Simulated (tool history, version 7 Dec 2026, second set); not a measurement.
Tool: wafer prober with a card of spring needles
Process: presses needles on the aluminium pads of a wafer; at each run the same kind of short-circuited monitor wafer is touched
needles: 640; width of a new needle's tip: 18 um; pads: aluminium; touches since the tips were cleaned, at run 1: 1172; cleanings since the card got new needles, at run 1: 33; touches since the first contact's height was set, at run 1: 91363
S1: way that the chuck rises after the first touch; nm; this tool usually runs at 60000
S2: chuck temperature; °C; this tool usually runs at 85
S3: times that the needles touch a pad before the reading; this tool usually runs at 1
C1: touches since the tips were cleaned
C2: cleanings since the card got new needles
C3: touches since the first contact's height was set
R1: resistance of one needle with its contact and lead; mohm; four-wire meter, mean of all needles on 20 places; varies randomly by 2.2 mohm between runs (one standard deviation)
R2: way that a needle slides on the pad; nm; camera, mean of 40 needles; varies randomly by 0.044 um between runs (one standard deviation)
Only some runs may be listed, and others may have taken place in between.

run	hour	S1	S2	S3	C1	C2	C3	R1	R2
1	0	60000	85	1	1172	33	91363	240	8060
# hour 3.7: tips cleaned on abrasive film
2	7.1	60000	85	1	1312	34	94038	236	8030
# hour 9.8: tips cleaned on abrasive film
# hour 16.8: tips cleaned on abrasive film
3	20.8	60000	85	1	1516	36	99145	239	8150
# hour 24.2: tips cleaned on abrasive film
4	29.1	60000	85	2	1851	37	102267	242	8030
# hour 30.5: tips cleaned on abrasive film
# hour 37.2: tips cleaned on abrasive film
5	38.6	60000	53	1	540	39	105809	230	8160
# hour 43.6: tips cleaned on abrasive film
6	47.1	60000	85	1	1357	40	109014	242	8120
# hour 50.1: tips cleaned on abrasive film
7	55.8	60000	85	1	2180	41	112267	237	8060
# hour 57.2: tips cleaned on abrasive film
# hour 63.9: tips cleaned on abrasive film
# hour 70.2: tips cleaned on abrasive film
8	70.2	60000	85	1	0	44	117646	242	8070
# hour 76.6: tips cleaned on abrasive film
9	80.1	60000	43	1	1340	45	121356	226	8090
# hour 83.4: tips cleaned on abrasive film
10	88.5	60000	64	1	1923	46	124512	233	8070
# hour 89.6: tips cleaned on abrasive film
# hour 95.8: tips cleaned on abrasive film
11	97.8	60000	64	1	791	48	127984	237	8130
# hour 102.9: tips cleaned on abrasive film
12	107.6	72000	34	1	1791	49	131661	221	9810
# hour 109.9: tips cleaned on abrasive film
# hour 116.9: tips cleaned on abrasive film
13	119.3	72000	80	1	931	51	136046	232	9720
# hour 122.8: height of the first contact set anew
# hour 124.2: tips cleaned on abrasive film
# hour 130.7: tips cleaned on abrasive film
14	132	72000	80	1	505	53	3422	240	9730
# hour 137: tips cleaned on abrasive film
# hour 143.7: tips cleaned on abrasive film
15	143.8	72000	80	1	10	55	7818	238	9730
# hour 150.4: tips cleaned on abrasive film
# hour 157.1: tips cleaned on abrasive film
16	158	50000	43	2	333	57	13154	234	6850
# hour 163.3: tips cleaned on abrasive film
17	167.2	56000	85	1	1498	58	16620	239	7550
# hour 169.6: tips cleaned on abrasive film
18	174	56000	45	1	1674	59	19176	228	7620
# hour 176.1: tips cleaned on abrasive film
# hour 182.5: tips cleaned on abrasive film
19	187.6	56000	45	1	1960	61	24266	236	7610

Below are 3 alternative next runs, each starting from the tool's condition after run 19. Predict each:
# hour 189.5: tips cleaned on abrasive film
A	194	73000	80	2	1710	62	26658	?	?
# hour 189.5: tips cleaned on abrasive film
B	194	70000	95	2	1710	62	26658	?	?
# hour 189.5: tips cleaned on abrasive film
C	194	56000	40	3	1710	62	26658	?	?

run	R1	R2
A	232	9820
B	239	9460
C	226	7700
Without the tool's hidden state the same runs would have given:
run	R1	R2
A	232	9820
B	238	9460
C	226	7700
